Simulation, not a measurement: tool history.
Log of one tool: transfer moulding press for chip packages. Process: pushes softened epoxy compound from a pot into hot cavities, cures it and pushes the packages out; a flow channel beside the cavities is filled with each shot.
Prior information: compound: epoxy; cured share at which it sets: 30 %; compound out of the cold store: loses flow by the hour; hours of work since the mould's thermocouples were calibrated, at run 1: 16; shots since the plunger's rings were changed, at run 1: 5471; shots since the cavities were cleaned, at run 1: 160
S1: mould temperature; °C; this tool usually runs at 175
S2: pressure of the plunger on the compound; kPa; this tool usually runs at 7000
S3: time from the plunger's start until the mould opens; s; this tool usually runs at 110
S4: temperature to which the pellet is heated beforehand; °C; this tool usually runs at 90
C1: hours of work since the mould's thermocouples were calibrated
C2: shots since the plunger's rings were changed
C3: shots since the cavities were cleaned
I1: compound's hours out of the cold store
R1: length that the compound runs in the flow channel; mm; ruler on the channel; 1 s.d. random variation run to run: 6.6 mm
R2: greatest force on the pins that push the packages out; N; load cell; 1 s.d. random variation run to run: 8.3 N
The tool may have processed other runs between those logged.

{"run": 1, "day": 0.0, "S1": 175, "S2": 7000, "S3": 110, "S4": 90, "C1": 16, "C2": 5471, "C3": 160, "I1": 37.9, "R1": 806, "R2": 461}
{"run": 2, "day": 0.508, "S1": 175, "S2": 7000, "S3": 110, "S4": 90, "C1": 23, "C2": 5585, "C3": 274, "I1": 16.2, "R1": 900, "R2": 555}
{"run": 3, "day": 0.871, "S1": 175, "S2": 7000, "S3": 110, "S4": 90, "C1": 28, "C2": 5667, "C3": 356, "I1": 26.1, "R1": 860, "R2": 541}
{"day": 1.15, "done": "cavities cleaned with cleaning compound and waxed"}
{"run": 4, "day": 1.408, "S1": 175, "S2": 7000, "S3": 110, "S4": 90, "C1": 35, "C2": 5774, "C3": 58, "I1": 16.9, "R1": 898, "R2": 427}
{"run": 5, "day": 1.879, "S1": 175, "S2": 7000, "S3": 110, "S4": 90, "C1": 41, "C2": 5879, "C3": 163, "I1": 26.7, "R1": 858, "R2": 491}
{"run": 6, "day": 2.425, "S1": 175, "S2": 7000, "S3": 110, "S4": 90, "C1": 49, "C2": 6002, "C3": 286, "I1": 47.9, "R1": 759, "R2": 529}
{"run": 7, "day": 2.704, "S1": 168, "S2": 7000, "S3": 110, "S4": 90, "C1": 53, "C2": 6065, "C3": 349, "I1": 40.3, "R1": 813, "R2": 811}
{"day": 3.054, "done": "cavities cleaned with cleaning compound and waxed"}
{"run": 8, "day": 3.292, "S1": 168, "S2": 7000, "S3": 110, "S4": 90, "C1": 60, "C2": 6182, "C3": 53, "I1": 36.4, "R1": 820, "R2": 646}
{"run": 9, "day": 3.575, "S1": 168, "S2": 7000, "S3": 110, "S4": 90, "C1": 64, "C2": 6246, "C3": 117, "I1": 16.2, "R1": 911, "R2": 724}
{"run": 10, "day": 4.046, "S1": 168, "S2": 7000, "S3": 129, "S4": 90, "C1": 70, "C2": 6352, "C3": 223, "I1": 36.6, "R1": 813, "R2": 543}
{"run": 11, "day": 4.508, "S1": 168, "S2": 7000, "S3": 143, "S4": 90, "C1": 77, "C2": 6456, "C3": 327, "I1": 17.3, "R1": 903, "R2": 560}
{"day": 4.95, "done": "cavities cleaned with cleaning compound and waxed"}
{"day": 5.133, "done": "plunger's sealing rings changed"}
{"run": 12, "day": 5.179, "S1": 175, "S2": 7000, "S3": 110, "S4": 90, "C1": 84, "C2": 10, "C3": 28, "I1": 21.1, "R1": 1000, "R2": 424}
{"run": 13, "day": 5.658, "S1": 175, "S2": 7000, "S3": 110, "S4": 90, "C1": 90, "C2": 118, "C3": 136, "I1": 8.9, "R1": 1059, "R2": 483}
{"run": 14, "day": 6.058, "S1": 172, "S2": 7000, "S3": 110, "S4": 90, "C1": 96, "C2": 207, "C3": 225, "I1": 39.8, "R1": 910, "R2": 590}
{"run": 15, "day": 6.538, "S1": 172, "S2": 7000, "S3": 110, "S4": 90, "C1": 103, "C2": 315, "C3": 333, "I1": 37.6, "R1": 917, "R2": 642}
{"day": 6.912, "done": "cavities cleaned with cleaning compound and waxed"}
{"run": 16, "day": 7.121, "S1": 168, "S2": 7000, "S3": 110, "S4": 93, "C1": 110, "C2": 433, "C3": 48, "I1": 38.6, "R1": 930, "R2": 635}
{"run": 17, "day": 7.429, "S1": 175, "S2": 5480, "S3": 105, "S4": 90, "C1": 114, "C2": 502, "C3": 117, "I1": 9.5, "R1": 923, "R2": 538}
{"run": 18, "day": 7.912, "S1": 168, "S2": 5940, "S3": 110, "S4": 90, "C1": 121, "C2": 610, "C3": 225, "I1": 22.2, "R1": 918, "R2": 810}
{"run": 19, "day": 8.208, "S1": 175, "S2": 7680, "S3": 110, "S4": 90, "C1": 125, "C2": 677, "C3": 292, "I1": 33.4, "R1": 978, "R2": 544}
{"run": 20, "day": 8.571, "S1": 175, "S2": 7630, "S3": 139, "S4": 90, "C1": 130, "C2": 758, "C3": 373, "I1": 17.9, "R1": 1022, "R2": 505}
{"day": 8.788, "done": "cavities cleaned with cleaning compound and waxed"}
{"run": 21, "day": 8.938, "S1": 175, "S2": 7630, "S3": 139, "S4": 90, "C1": 134, "C2": 826, "C3": 33, "I1": 8.7, "R1": 1075, "R2": 343}
{"run": 22, "day": 9.538, "S1": 175, "S2": 7630, "S3": 139, "S4": 90, "C1": 142, "C2": 961, "C3": 168, "I1": 25.4, "R1": 1000, "R2": 417}
{"run": 23, "day": 9.862, "S1": 175, "S2": 7000, "S3": 110, "S4": 88, "C1": 147, "C2": 1034, "C3": 241, "I1": 40, "R1": 875, "R2": 504}
{"run": 24, "day": 10.35, "S1": 175, "S2": 7720, "S3": 93, "S4": 80, "C1": 154, "C2": 1144, "C3": 351, "I1": 28.9, "R1": 974, "R2": 796}
{"day": 10.671, "done": "cavities cleaned with cleaning compound and waxed"}
{"run": 25, "day": 10.767, "S1": 168, "S2": 8620, "S3": 93, "S4": 80, "C1": 158, "C2": 1223, "C3": 21, "I1": 25.2, "R1": 1078, "R2": 886}
{"run": 26, "day": 11.083, "S1": 173, "S2": 8240, "S3": 114, "S4": 90, "C1": 163, "C2": 1294, "C3": 92, "I1": 36.1, "R1": 978, "R2": 466}
{"run": 27, "day": 11.392, "S1": 176, "S2": 7000, "S3": 110, "S4": 93, "C1": 167, "C2": 1364, "C3": 162, "I1": 27.1, "R1": 930, "R2": 467}

Here are 5 independent what-if runs from the current tool condition. What would each one return?
{"run": "A", "day": 11.825, "S1": 175, "S2": 6210, "S3": 110, "S4": 90, "C1": 173, "C2": 1461, "C3": 259, "I1": 29.5, "R1": "?", "R2": "?"}
{"run": "B", "day": 11.825, "S1": 175, "S2": 7000, "S3": 110, "S4": 82, "C1": 173, "C2": 1461, "C3": 259, "I1": 44.5, "R1": "?", "R2": "?"}
{"run": "C", "day": 11.825, "S1": 169, "S2": 7000, "S3": 130, "S4": 85, "C1": 173, "C2": 1461, "C3": 259, "I1": 34.3, "R1": "?", "R2": "?"}
{"run": "D", "day": 11.825, "S1": 172, "S2": 6010, "S3": 110, "S4": 93, "C1": 173, "C2": 1461, "C3": 259, "I1": 46, "R1": "?", "R2": "?"}
{"run": "E", "day": 11.825, "S1": 181, "S2": 7000, "S3": 110, "S4": 87, "C1": 173, "C2": 1461, "C3": 259, "I1": 21.9, "R1": "?", "R2": "?"}

run=A R1=873 R2=535
run=B R1=847 R2=527
run=C R1=929 R2=547
run=D R1=790 R2=588
run=E R1=945 R2=455
What these runs would have given with no unlogged condition in the tool:
run=A R1=897 R2=376
run=B R1=870 R2=371
run=C R1=955 R2=384
run=D R1=812 R2=410
run=E R1=971 R2=320
